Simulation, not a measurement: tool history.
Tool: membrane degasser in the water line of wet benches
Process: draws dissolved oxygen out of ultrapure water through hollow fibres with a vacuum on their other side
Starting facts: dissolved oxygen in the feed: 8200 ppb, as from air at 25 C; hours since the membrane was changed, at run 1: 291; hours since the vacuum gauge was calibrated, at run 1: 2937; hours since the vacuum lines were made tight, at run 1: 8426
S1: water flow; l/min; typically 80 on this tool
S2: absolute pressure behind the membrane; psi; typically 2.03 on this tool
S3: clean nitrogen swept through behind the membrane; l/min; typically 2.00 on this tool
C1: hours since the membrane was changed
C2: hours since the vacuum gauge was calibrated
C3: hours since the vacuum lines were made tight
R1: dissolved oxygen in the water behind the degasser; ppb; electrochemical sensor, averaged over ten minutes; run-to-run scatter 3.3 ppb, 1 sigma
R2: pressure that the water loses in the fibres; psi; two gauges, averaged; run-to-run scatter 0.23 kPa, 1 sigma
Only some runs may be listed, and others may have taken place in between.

run,hour,S1,S2,S3,C1,C2,C3,R1,R2
1,0.0,80,2.03,2.00,291,2937,8426,885.4,8.286
2,59.3,80,2.03,2.00,351,2996,8486,879.2,8.248
3,131.2,117,2.03,2.00,423,3068,8558,1206.0,12.134
4,210.0,117,2.03,2.00,501,3147,8637,1188.0,12.092
5,252.3,117,2.03,2.00,544,3189,8679,1203.9,12.156
6,338.0,117,2.03,2.00,629,3275,8765,1202.4,12.163
7,387.9,68,2.03,2.00,679,3325,8814,765.5,7.068
8,427.2,80,2.03,2.13,719,3364,8854,840.9,8.325
9,472.6,80,2.03,2.13,764,3409,8899,846.5,8.302
10,510.7,80,2.03,2.13,802,3447,8937,842.0,8.308
11,591.8,80,2.03,4.34,883,3528,9018,514.2,8.309
12,650.1,80,2.03,2.00,942,3587,9077,885.4,8.296
13,728.8,80,2.03,2.00,1020,3665,9155,886.4,8.354
# hour 735.7: vacuum gauge calibrated
14,810.1,80,2.03,2.00,1101,74,9236,881.1,8.289
15,877.2,80,2.03,2.00,1168,142,9303,877.3,8.332
16,964.5,80,1.35,2.00,1255,229,9391,546.8,8.345
17,1011.1,80,1.35,2.00,1302,275,9437,551.5,8.299
18,1078.0,60,4.63,2.33,1369,342,9504,1419.7,6.221

Expected results for the next run?
19,1131.1,116,3.50,1.45,1422,395,9557,?,?

{"run 19": {"R1": 2345.8, "R2": 12.121}}
Without the tool's hidden state the same run would have given R1 2344.8 ppb, R2 12.057 psi.

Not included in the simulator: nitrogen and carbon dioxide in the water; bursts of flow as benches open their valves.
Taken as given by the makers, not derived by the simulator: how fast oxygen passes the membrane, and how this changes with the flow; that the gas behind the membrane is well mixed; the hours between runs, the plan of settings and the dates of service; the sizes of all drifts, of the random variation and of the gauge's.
